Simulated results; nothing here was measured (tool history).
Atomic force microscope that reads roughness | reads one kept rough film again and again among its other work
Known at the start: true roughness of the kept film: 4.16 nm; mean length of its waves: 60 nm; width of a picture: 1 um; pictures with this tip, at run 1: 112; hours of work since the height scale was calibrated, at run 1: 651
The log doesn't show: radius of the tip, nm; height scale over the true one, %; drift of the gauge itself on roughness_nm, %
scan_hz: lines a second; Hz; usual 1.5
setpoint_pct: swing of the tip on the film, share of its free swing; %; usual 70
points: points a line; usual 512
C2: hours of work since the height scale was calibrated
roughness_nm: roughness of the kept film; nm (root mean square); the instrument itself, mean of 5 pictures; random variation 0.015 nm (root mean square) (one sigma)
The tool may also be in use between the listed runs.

run 1 hour=0 | scan_hz=1.5 setpoint_pct=70 points=512 | pictures_with_this_tip=112 C2=651 | roughness_nm=3.508
run 2 hour=55.5 | scan_hz=1.5 setpoint_pct=70 points=699 | pictures_with_this_tip=168 C2=677 | roughness_nm=3.398
run 3 hour=132 | scan_hz=1.5 setpoint_pct=70 points=699 | pictures_with_this_tip=244 C2=714 | roughness_nm=3.234
-- hour=164 new tip fitted
run 4 hour=194.6 | scan_hz=1.5 setpoint_pct=78 points=699 | pictures_with_this_tip=31 C2=744 | roughness_nm=3.514
run 5 hour=229.5 | scan_hz=1.5 setpoint_pct=78 points=735 | pictures_with_this_tip=66 C2=761 | roughness_nm=3.461
run 6 hour=281.8 | scan_hz=1.24 setpoint_pct=70 points=512 | pictures_with_this_tip=118 C2=786 | roughness_nm=3.502
run 7 hour=352.6 | scan_hz=1.24 setpoint_pct=70 points=512 | pictures_with_this_tip=188 C2=821 | roughness_nm=3.31
run 8 hour=409.7 | scan_hz=1.5 setpoint_pct=70 points=512 | pictures_with_this_tip=245 C2=848 | roughness_nm=3.191
-- hour=439.6 new tip fitted
run 9 hour=465.5 | scan_hz=1.5 setpoint_pct=70 points=512 | pictures_with_this_tip=26 C2=875 | roughness_nm=3.642
run 10 hour=500.3 | scan_hz=1.5 setpoint_pct=70 points=512 | pictures_with_this_tip=60 C2=892 | roughness_nm=3.548
run 11 hour=537.5 | scan_hz=1.5 setpoint_pct=70 points=512 | pictures_with_this_tip=97 C2=910 | roughness_nm=3.491
run 12 hour=614.4 | scan_hz=1.5 setpoint_pct=70 points=512 | pictures_with_this_tip=174 C2=947 | roughness_nm=3.317
run 13 hour=695.5 | scan_hz=1.5 setpoint_pct=70 points=512 | pictures_with_this_tip=255 C2=986 | roughness_nm=3.151
-- hour=719 new tip fitted
run 14 hour=748 | scan_hz=1.5 setpoint_pct=70 points=512 | pictures_with_this_tip=29 C2=1011 | roughness_nm=3.577
run 15 hour=814.9 | scan_hz=1.5 setpoint_pct=70 points=512 | pictures_with_this_tip=96 C2=1043 | roughness_nm=3.471
-- hour=822 height scale calibrated on a step standard
run 16 hour=852.1 | scan_hz=1.5 setpoint_pct=70 points=512 | pictures_with_this_tip=132 C2=15 | roughness_nm=3.379
run 17 hour=931.8 | scan_hz=1.5 setpoint_pct=70 points=512 | pictures_with_this_tip=211 C2=53 | roughness_nm=3.246
-- hour=995.4 new tip fitted
run 18 hour=995.4 | scan_hz=0.71 setpoint_pct=70 points=512 | pictures_with_this_tip=0 C2=83 | roughness_nm=3.792
run 19 hour=1050.9 | scan_hz=1.13 setpoint_pct=70 points=512 | pictures_with_this_tip=55 C2=110 | roughness_nm=3.586
run 20 hour=1109.3 | scan_hz=1.5 setpoint_pct=70 points=512 | pictures_with_this_tip=114 C2=138 | roughness_nm=3.43
run 21 hour=1186.9 | scan_hz=1.5 setpoint_pct=70 points=512 | pictures_with_this_tip=191 C2=176 | roughness_nm=3.259
run 22 hour=1248.6 | scan_hz=1.95 setpoint_pct=70 points=512 | pictures_with_this_tip=253 C2=206 | roughness_nm=3.11
-- hour=1272.2 new tip fitted
-- hour=1278.4 height scale calibrated on a step standard, once more
run 23 hour=1288 | scan_hz=3.11 setpoint_pct=70 points=512 | pictures_with_this_tip=14 C2=5 | roughness_nm=3.503
run 24 hour=1338.9 | scan_hz=2.85 setpoint_pct=70 points=512 | pictures_with_this_tip=65 C2=29 | roughness_nm=3.391
run 25 hour=1398 | scan_hz=1.2 setpoint_pct=89 points=848 | pictures_with_this_tip=124 C2=58 | roughness_nm=3.265
run 26 hour=1456.9 | scan_hz=1.2 setpoint_pct=89 points=848 | pictures_with_this_tip=183 C2=86 | roughness_nm=3.153
run 27 hour=1536.9 | scan_hz=0.59 setpoint_pct=84 points=342 | pictures_with_this_tip=263 C2=125 | roughness_nm=3.196
-- hour=1550.3 new tip fitted
run 28 hour=1587.1 | scan_hz=2.16 setpoint_pct=79 points=408 | pictures_with_this_tip=37 C2=149 | roughness_nm=3.364
run 29 hour=1652.3 | scan_hz=1.5 setpoint_pct=62 points=512 | pictures_with_this_tip=102 C2=180 | roughness_nm=3.563
run 30 hour=1700.2 | scan_hz=1.78 setpoint_pct=59 points=855 | pictures_with_this_tip=150 C2=203 | roughness_nm=3.467
run 31 hour=1779.1 | scan_hz=1.56 setpoint_pct=59 points=901 | pictures_with_this_tip=229 C2=241 | roughness_nm=3.336
-- hour=1828.3 new tip fitted
run 32 hour=1853.1 | scan_hz=1.09 setpoint_pct=60 points=389 | pictures_with_this_tip=25 C2=277 | roughness_nm=3.801
run 33 hour=1932.5 | scan_hz=1.09 setpoint_pct=60 points=389 | pictures_with_this_tip=104 C2=315 | roughness_nm=3.633
run 34 hour=1966.9 | scan_hz=1.09 setpoint_pct=60 points=389 | pictures_with_this_tip=139 C2=332 | roughness_nm=3.541
run 35 hour=2027.1 | scan_hz=3.53 setpoint_pct=83 points=257 | pictures_with_this_tip=199 C2=361 | roughness_nm=2.701
run 36 hour=2083.9 | scan_hz=0.9 setpoint_pct=56 points=791 | pictures_with_this_tip=255 C2=388 | roughness_nm=3.353
-- hour=2106.4 new tip fitted
run 37 hour=2126.3 | scan_hz=0.9 setpoint_pct=56 points=791 | pictures_with_this_tip=20 C2=409 | roughness_nm=3.851
run 38 hour=2190.3 | scan_hz=0.9 setpoint_pct=56 points=791 | pictures_with_this_tip=84 C2=439 | roughness_nm=3.677
run 39 hour=2270.4 | scan_hz=1.5 setpoint_pct=56 points=512 | pictures_with_this_tip=164 C2=478 | roughness_nm=3.498
run 40 hour=2318.6 | scan_hz=0.6 setpoint_pct=70 points=312 | pictures_with_this_tip=212 C2=501 | roughness_nm=3.403
run 41 hour=2369.6 | scan_hz=0.6 setpoint_pct=70 points=312 | pictures_with_this_tip=263 C2=526 | roughness_nm=3.301
-- hour=2384.6 new tip fitted
run 42 hour=2454.8 | scan_hz=0.6 setpoint_pct=70 points=312 | pictures_with_this_tip=70 C2=567 | roughness_nm=3.673
run 43 hour=2498.7 | scan_hz=0.6 setpoint_pct=70 points=312 | pictures_with_this_tip=114 C2=588 | roughness_nm=3.602
run 44 hour=2554.1 | scan_hz=1.85 setpoint_pct=68 points=270 | pictures_with_this_tip=169 C2=615 | roughness_nm=3.317
run 45 hour=2634.7 | scan_hz=2.1 setpoint_pct=69 points=669 | pictures_with_this_tip=250 C2=654 | roughness_nm=3.15
-- hour=2659.6 new tip fitted
run 46 hour=2714.7 | scan_hz=1.7 setpoint_pct=70 points=512 | pictures_with_this_tip=55 C2=692 | roughness_nm=3.559
run 47 hour=2779.3 | scan_hz=1.7 setpoint_pct=70 points=512 | pictures_with_this_tip=119 C2=723 | roughness_nm=3.418

Hidden state at the last listed run before each entry between runs and at the first one after, where it differs:
Between runs 3 and 4: new tip fitted (hour 164)
  radius of the tip, nm: 44.2 -> 15.1; height scale over the true one, %: -0.78 -> -0.81
  measured less the result without the state, roughness_nm: -0.511 -> -0.107 nm (root mean square)
Between runs 8 and 9: new tip fitted (hour 439.6)
  radius of the tip, nm: 46.8 -> 13.9; height scale over the true one, %: -0.91 -> -0.93
  measured less the result without the state, roughness_nm: -0.546 -> -0.097 nm (root mean square)
Between runs 13 and 14: new tip fitted (hour 719)
  radius of the tip, nm: 48.1 -> 15; height scale over the true one, %: -1.04 -> -1.06
  measured less the result without the state, roughness_nm: -0.563 -> -0.116 nm (root mean square)
Between runs 15 and 16: height scale calibrated on a step standard (hour 822)
  radius of the tip, nm: 25 -> 30.8; height scale over the true one, %: -1.09 -> -1.5
  measured less the result without the state, roughness_nm: -0.269 -> -0.364 nm (root mean square)
Between runs 17 and 18: new tip fitted (hour 995.4)
  radius of the tip, nm: 41.9 -> 10.2; height scale over the true one, %: -1.54 -> -1.57
  measured less the result without the state, roughness_nm: -0.51 -> -0.064 nm (root mean square)
Between runs 22 and 23: new tip fitted (hour 1272.2); height scale calibrated on a step standard, once more (hour 1278.4)
  radius of the tip, nm: 47.1 -> 12.4; height scale over the true one, %: -1.68 -> 0.05
  measured less the result without the state, roughness_nm: -0.564 -> -0.035 nm (root mean square)
Between runs 27 and 28: new tip fitted (hour 1550.3)
  radius of the tip, nm: 48.4 -> 15.8; height scale over the true one, %: -0.06 -> -0.08
  measured less the result without the state, roughness_nm: -0.539 -> -0.088 nm (root mean square)
Between runs 31 and 32: new tip fitted (hour 1828.3)
  radius of the tip, nm: 44.9 -> 13.7; height scale over the true one, %: -0.17 -> -0.2
  measured less the result without the state, roughness_nm: -0.515 -> -0.068 nm (root mean square)
Between runs 36 and 37: new tip fitted (hour 2106.4)
  radius of the tip, nm: 48.4 -> 12.9; height scale over the true one, %: -0.3 -> -0.32
  measured less the result without the state, roughness_nm: -0.573 -> -0.062 nm (root mean square)
Between runs 41 and 42: new tip fitted (hour 2384.6)
  radius of the tip, nm: 47.8 -> 20.7; height scale over the true one, %: -0.43 -> -0.47
  measured less the result without the state, roughness_nm: -0.562 -> -0.19 nm (root mean square)
Between runs 45 and 46: new tip fitted (hour 2659.6)
  radius of the tip, nm: 46.6 -> 18.1; height scale over the true one, %: -0.54 -> -0.58
  measured less the result without the state, roughness_nm: -0.523 -> -0.148 nm (root mean square)
